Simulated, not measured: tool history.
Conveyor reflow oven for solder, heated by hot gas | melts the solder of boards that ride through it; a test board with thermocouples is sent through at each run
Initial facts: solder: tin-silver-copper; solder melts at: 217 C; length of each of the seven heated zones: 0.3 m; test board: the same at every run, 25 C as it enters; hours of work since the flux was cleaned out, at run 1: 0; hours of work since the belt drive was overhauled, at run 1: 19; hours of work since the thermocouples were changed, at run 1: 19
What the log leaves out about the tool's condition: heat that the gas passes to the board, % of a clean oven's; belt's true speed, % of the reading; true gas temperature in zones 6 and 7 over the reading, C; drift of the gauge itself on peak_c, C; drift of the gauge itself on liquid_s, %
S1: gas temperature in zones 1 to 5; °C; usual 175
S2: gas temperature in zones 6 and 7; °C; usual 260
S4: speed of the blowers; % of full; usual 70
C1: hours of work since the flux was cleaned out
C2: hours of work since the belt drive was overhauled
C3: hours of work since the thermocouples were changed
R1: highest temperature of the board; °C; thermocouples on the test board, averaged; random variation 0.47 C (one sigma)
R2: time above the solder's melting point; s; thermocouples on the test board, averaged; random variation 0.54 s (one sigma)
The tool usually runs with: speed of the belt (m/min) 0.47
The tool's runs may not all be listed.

{"run": 1, "day": 0.0, "S1": 175, "S2": 260, "speed of the belt (m/min)": 0.47, "S4": 70, "C1": 0, "C2": 19, "C3": 19, "R1": 244.6, "R2": 50.7}
{"run": 2, "day": 0.425, "S1": 188, "S2": 260, "speed of the belt (m/min)": 0.47, "S4": 70, "C1": 6, "C2": 25, "C3": 25, "R1": 247.4, "R2": 58.8}
{"run": 3, "day": 0.746, "S1": 189, "S2": 260, "speed of the belt (m/min)": 0.47, "S4": 70, "C1": 11, "C2": 29, "C3": 29, "R1": 246.5, "R2": 60.1}
{"run": 4, "day": 1.1, "S1": 175, "S2": 260, "speed of the belt (m/min)": 0.47, "S4": 70, "C1": 16, "C2": 34, "C3": 34, "R1": 244.7, "R2": 52.2}
{"run": 5, "day": 1.317, "S1": 162, "S2": 260, "speed of the belt (m/min)": 0.47, "S4": 70, "C1": 19, "C2": 38, "C3": 38, "R1": 241.2, "R2": 44.3}
{"run": 6, "day": 1.767, "S1": 162, "S2": 260, "speed of the belt (m/min)": 0.47, "S4": 70, "C1": 25, "C2": 44, "C3": 44, "R1": 241.3, "R2": 44.3}
{"run": 7, "day": 1.983, "S1": 162, "S2": 260, "speed of the belt (m/min)": 0.47, "S4": 70, "C1": 29, "C2": 47, "C3": 47, "R1": 241.3, "R2": 44.4}
{"run": 8, "day": 2.408, "S1": 162, "S2": 260, "speed of the belt (m/min)": 0.47, "S4": 70, "C1": 35, "C2": 53, "C3": 53, "R1": 242.3, "R2": 44.3}
{"run": 9, "day": 2.821, "S1": 175, "S2": 260, "speed of the belt (m/min)": 0.47, "S4": 70, "C1": 41, "C2": 59, "C3": 59, "R1": 243.7, "R2": 51.2}
{"run": 10, "day": 3.021, "S1": 175, "S2": 263, "speed of the belt (m/min)": 0.47, "S4": 70, "C1": 43, "C2": 62, "C3": 62, "R1": 246.3, "R2": 53.3}
{"run": 11, "day": 3.262, "S1": 175, "S2": 263, "speed of the belt (m/min)": 0.47, "S4": 70, "C1": 47, "C2": 66, "C3": 66, "R1": 245.9, "R2": 53.8}
{"run": 12, "day": 3.638, "S1": 175, "S2": 263, "speed of the belt (m/min)": 0.47, "S4": 70, "C1": 52, "C2": 71, "C3": 71, "R1": 246.8, "R2": 53.1}
{"run": 13, "day": 3.983, "S1": 175, "S2": 263, "speed of the belt (m/min)": 0.47, "S4": 70, "C1": 57, "C2": 76, "C3": 76, "R1": 247.3, "R2": 52.9}
{"run": 14, "day": 4.388, "S1": 175, "S2": 263, "speed of the belt (m/min)": 0.47, "S4": 70, "C1": 63, "C2": 82, "C3": 82, "R1": 246.5, "R2": 53.2}
{"run": 15, "day": 4.825, "S1": 175, "S2": 263, "speed of the belt (m/min)": 0.47, "S4": 70, "C1": 69, "C2": 88, "C3": 88, "R1": 247, "R2": 52.7}
{"run": 16, "day": 5.154, "S1": 175, "S2": 263, "speed of the belt (m/min)": 0.47, "S4": 70, "C1": 74, "C2": 93, "C3": 93, "R1": 246.7, "R2": 54.2}

Run 17 comes next. What will it give?
{"run": 17, "day": 5.45, "S1": 171, "S2": 263, "speed of the belt (m/min)": 0.524, "S4": 70, "C1": 78, "C2": 97, "C3": 97, "R1": "?", "R2": "?"}

R1: 242.9 °C
R2: 40.6 s
Without the tool's hidden state the same run would have given R1 243.8 °C, R2 41.5 s.
